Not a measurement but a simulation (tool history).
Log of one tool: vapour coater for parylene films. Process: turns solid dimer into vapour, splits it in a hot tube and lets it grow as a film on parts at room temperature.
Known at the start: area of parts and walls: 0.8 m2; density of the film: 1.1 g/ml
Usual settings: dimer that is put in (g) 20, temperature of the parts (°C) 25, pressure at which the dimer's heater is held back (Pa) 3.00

| run | hour | dimer that is put in (g) | temperature of the parts (°C) | pressure at which the dimer's heater is held back (Pa) | thickness of the film (µm) |
|---|---|---|---|---|---|
| 1 | 0.0 | 20 | 25 | 3.00 | 16.08 |
| 2 | 47.0 | 20 | 28 | 3.00 | 13.86 |
| 3 | 101.4 | 20 | 25 | 3.00 | 16.12 |
| 4 | 164.5 | 20 | 25 | 3.00 | 16.04 |
| 5 | 228.4 | 20 | 25 | 3.00 | 16.07 |
| 6 | 281.6 | 20 | 25 | 3.00 | 15.92 |
| 7 | 318.3 | 30 | 19 | 3.00 | 31.67 |
| 8 | 381.2 | 26 | 33 | 3.00 | 14.02 |
| 9 | 451.1 | 34 | 18 | 4.60 | 35.49 |
| 10 | 499.9 | 9 | 22 | 2.51 | 8.32 |
|  | 543.9 | trap's valve overhauled |
| 11 | 560.5 | 9 | 22 | 2.51 | 8.70 |
| 12 | 604.4 | 29 | 22 | 10.70 | 23.48 |

5 ways to go on from here, each from the tool as it stands after run 12. What would each give?
| A | 653.6 | 17 | 36 | 6.84 | ? |
| B | 653.6 | 16 | 26 | 3.00 | ? |
| C | 653.6 | 20 | 23 | 4.83 | ? |
| D | 653.6 | 35 | 22 | 10.70 | ? |
| E | 653.6 | 20 | 25 | 2.98 | ? |

| run | thickness of the film (µm) |
|---|---|
| A | 7.32 |
| B | 12.59 |
| C | 16.77 |
| D | 28.06 |
| E | 16.41 |
Without the tool's hidden state the same runs would have given:
| run | thickness of the film (µm) |
|---|---|
| A | 7.69 |
| B | 13.22 |
| C | 17.61 |
| D | 29.48 |
| E | 17.24 |
